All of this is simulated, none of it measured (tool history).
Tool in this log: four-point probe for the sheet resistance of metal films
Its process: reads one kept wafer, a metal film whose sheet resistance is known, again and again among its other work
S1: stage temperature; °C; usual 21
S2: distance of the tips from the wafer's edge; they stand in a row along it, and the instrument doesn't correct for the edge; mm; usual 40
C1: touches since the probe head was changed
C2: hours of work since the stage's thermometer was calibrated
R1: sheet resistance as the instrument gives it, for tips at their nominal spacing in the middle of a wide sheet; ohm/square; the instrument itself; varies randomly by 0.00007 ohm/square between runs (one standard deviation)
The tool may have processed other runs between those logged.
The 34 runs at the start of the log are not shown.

run,hour,S1,S2,C1,C2,R1
35,1924.8,24,38,77248,374,0.350286
36,1985.9,24,38,79529,399,0.350233
37,2028.5,31,8,81123,417,0.353023
38,2099.9,28,3,83789,447,0.379426
39,2160.8,28,3,86067,472,0.379373
40,2232.8,22,40,88756,502,0.350539
41,2282.3,22,40,90607,522,0.350543
42,2334.4,22,40,92555,544,0.35058
# hour 2412.3: new probe head fitted
43,2412.3,22,8,0,576,0.358764
44,2462.8,22,8,1888,597,0.358796
45,2537.6,22,8,4681,628,0.358527

Predict each of these 3 candidate next runs independently; none follows another, all start after run 45:
A,2614.5,21,6,7555,660,?
B,2614.5,27,3,7555,660,?
C,2614.5,31,8,7555,660,?

run,R1
A,0.362409
B,0.383348
C,0.356432
With no hidden state in the tool, these same runs would have given:
run,R1
A,0.360581
B,0.381427
C,0.354636
